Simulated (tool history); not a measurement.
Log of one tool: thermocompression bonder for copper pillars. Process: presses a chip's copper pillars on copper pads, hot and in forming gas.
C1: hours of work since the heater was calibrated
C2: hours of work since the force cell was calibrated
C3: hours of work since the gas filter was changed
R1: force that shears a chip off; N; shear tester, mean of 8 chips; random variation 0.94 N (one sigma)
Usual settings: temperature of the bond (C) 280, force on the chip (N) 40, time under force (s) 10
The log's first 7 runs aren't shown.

{"run": 8, "hour": 310.1, "temperature of the bond (C)": 280, "force on the chip (N)": 40, "time under force (s)": 10, "C1": 918, "C2": 309, "C3": 309, "R1": 95.2}
{"hour": 331.0, "done": "forming gas filter changed"}
{"run": 9, "hour": 368.7, "temperature of the bond (C)": 280, "force on the chip (N)": 40, "time under force (s)": 10, "C1": 957, "C2": 348, "C3": 26, "R1": 104.7}
{"run": 10, "hour": 416.7, "temperature of the bond (C)": 280, "force on the chip (N)": 40, "time under force (s)": 10, "C1": 990, "C2": 381, "C3": 58, "R1": 102.3}
{"run": 11, "hour": 464.3, "temperature of the bond (C)": 280, "force on the chip (N)": 40, "time under force (s)": 10, "C1": 1022, "C2": 413, "C3": 90, "R1": 103.8}
{"run": 12, "hour": 493.9, "temperature of the bond (C)": 280, "force on the chip (N)": 40, "time under force (s)": 29, "C1": 1042, "C2": 433, "C3": 111, "R1": 125.5}
{"run": 13, "hour": 527.4, "temperature of the bond (C)": 280, "force on the chip (N)": 40, "time under force (s)": 29, "C1": 1065, "C2": 456, "C3": 133, "R1": 125.7}
{"run": 14, "hour": 571.6, "temperature of the bond (C)": 280, "force on the chip (N)": 30, "time under force (s)": 10, "C1": 1095, "C2": 486, "C3": 163, "R1": 79.9}
{"run": 15, "hour": 616.3, "temperature of the bond (C)": 280, "force on the chip (N)": 30, "time under force (s)": 10, "C1": 1125, "C2": 517, "C3": 194, "R1": 80.2}
{"run": 16, "hour": 641.1, "temperature of the bond (C)": 280, "force on the chip (N)": 30, "time under force (s)": 10, "C1": 1142, "C2": 533, "C3": 211, "R1": 80.6}
{"run": 17, "hour": 682.7, "temperature of the bond (C)": 280, "force on the chip (N)": 30, "time under force (s)": 10, "C1": 1171, "C2": 562, "C3": 239, "R1": 79.0}
{"run": 18, "hour": 722.3, "temperature of the bond (C)": 280, "force on the chip (N)": 30, "time under force (s)": 10, "C1": 1197, "C2": 589, "C3": 266, "R1": 78.2}
{"run": 19, "hour": 748.1, "temperature of the bond (C)": 280, "force on the chip (N)": 30, "time under force (s)": 10, "C1": 1215, "C2": 606, "C3": 283, "R1": 78.3}
{"run": 20, "hour": 789.6, "temperature of the bond (C)": 280, "force on the chip (N)": 40, "time under force (s)": 6, "C1": 1243, "C2": 634, "C3": 311, "R1": 85.2}
{"hour": 807.0, "done": "forming gas filter changed"}
{"run": 21, "hour": 819.5, "temperature of the bond (C)": 263, "force on the chip (N)": 57, "time under force (s)": 26, "C1": 1263, "C2": 654, "C3": 9, "R1": 135.6}
{"run": 22, "hour": 856.5, "temperature of the bond (C)": 282, "force on the chip (N)": 33, "time under force (s)": 7, "C1": 1288, "C2": 679, "C3": 34, "R1": 84.1}
{"run": 23, "hour": 886.0, "temperature of the bond (C)": 291, "force on the chip (N)": 40, "time under force (s)": 11, "C1": 1308, "C2": 699, "C3": 54, "R1": 115.8}
{"run": 24, "hour": 912.7, "temperature of the bond (C)": 291, "force on the chip (N)": 40, "time under force (s)": 11, "C1": 1326, "C2": 718, "C3": 72, "R1": 115.0}
{"run": 25, "hour": 952.4, "temperature of the bond (C)": 259, "force on the chip (N)": 35, "time under force (s)": 11, "C1": 1353, "C2": 745, "C3": 99, "R1": 83.3}

The next listed run, before its measurement:
{"hour": 980.0, "done": "heater calibrated with a thermocouple chip"}
{"run": 26, "hour": 1009.4, "temperature of the bond (C)": 259, "force on the chip (N)": 35, "time under force (s)": 11, "C1": 20, "C2": 782, "C3": 136, "R1": "?"}

Run 26 gave R1 71.0 N.
Without the tool's hidden state the same run would have given R1 72.0 N.

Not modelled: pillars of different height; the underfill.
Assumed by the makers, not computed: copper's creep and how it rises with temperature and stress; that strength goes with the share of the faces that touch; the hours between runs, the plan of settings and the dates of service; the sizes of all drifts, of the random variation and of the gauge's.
